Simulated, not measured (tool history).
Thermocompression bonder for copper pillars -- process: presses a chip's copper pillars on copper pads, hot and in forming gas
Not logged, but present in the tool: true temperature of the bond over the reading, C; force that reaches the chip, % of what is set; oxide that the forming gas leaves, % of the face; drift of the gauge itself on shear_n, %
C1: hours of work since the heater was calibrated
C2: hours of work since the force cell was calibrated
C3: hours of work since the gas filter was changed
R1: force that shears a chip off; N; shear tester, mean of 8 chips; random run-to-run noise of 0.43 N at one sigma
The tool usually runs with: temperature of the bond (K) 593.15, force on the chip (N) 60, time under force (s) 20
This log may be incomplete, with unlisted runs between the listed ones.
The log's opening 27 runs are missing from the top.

Run 28, hour 1029.4: usual settings but temperature of the bond (K) 604.15, time under force (s) 13; C1 775; C2 686; C3 284. Result: R1 78.7 N.
Run 29, hour 1051.8: usual settings but temperature of the bond (K) 578.15, force on the chip (N) 80, time under force (s) 37; C1 784; C2 695; C3 293. Result: R1 97.2 N.
Run 30, hour 1080.0: usual settings but temperature of the bond (K) 577.15, time under force (s) 24; C1 795; C2 706; C3 304. Result: R1 72.9 N.
Run 31, hour 1133.8: usual settings but temperature of the bond (K) 616.15; C1 817; C2 728; C3 326. Result: R1 97.5 N.
Run 32, hour 1161.2: usual settings but temperature of the bond (K) 575.15, time under force (s) 24; C1 828; C2 739; C3 337. Result: R1 72.1 N.
Run 33, hour 1209.3: usual settings but temperature of the bond (K) 575.15, time under force (s) 24; C1 848; C2 758; C3 357. Result: R1 72.6 N.
Run 34, hour 1246.8: usual settings but temperature of the bond (K) 568.15, force on the chip (N) 57; C1 863; C2 774; C3 372. Result: R1 60.8 N.
At hour 1255.1: forming gas filter changed.
Run 35, hour 1283.3: usual settings but temperature of the bond (K) 565.15; C1 877; C2 788; C3 11. Result: R1 60.0 N.
Run 36, hour 1326.2: usual settings but temperature of the bond (K) 594.15, force on the chip (N) 42, time under force (s) 25; C1 895; C2 805; C3 29. Result: R1 73.4 N.
Run 37, hour 1353.4: usual settings but temperature of the bond (K) 594.15, time under force (s) 48; C1 906; C2 816; C3 40. Result: R1 105.3 N.
Run 38, hour 1405.4: usual settings but temperature of the bond (K) 594.15, time under force (s) 48; C1 927; C2 837; C3 61. Result: R1 104.3 N.
Run 39, hour 1458.5: usual settings but force on the chip (N) 51; C1 948; C2 859; C3 82. Result: R1 74.8 N.

Here are 5 independent what-if runs from the current tool condition. What would each one return?
Run A, hour 1513.6: usual settings but temperature of the bond (K) 595.15, force on the chip (N) 40, time under force (s) 22; C1 970; C2 881; C3 105. Result: R1 ?.
Run B, hour 1513.6: usual settings but temperature of the bond (K) 582.15; C1 970; C2 881; C3 105. Result: R1 ?.
Run C, hour 1513.6: usual settings but time under force (s) 50; C1 970; C2 881; C3 105. Result: R1 ?.
Run D, hour 1513.6: usual settings but force on the chip (N) 71, time under force (s) 54; C1 970; C2 881; C3 105. Result: R1 ?.
Run E, hour 1513.6: usual settings but temperature of the bond (K) 601.15, force on the chip (N) 57, time under force (s) 14; C1 970; C2 881; C3 105. Result: R1 ?.

run     R1
  A   69.1
  B   72.2
  C  104.1
  D  111.3
  E   76.2
The same runs, with their run-to-run variation unchanged, on a tool lacking any hidden condition would have given:
run     R1
  A   70.9
  B   74.1
  C  106.9
  D  114.3
  E   78.3
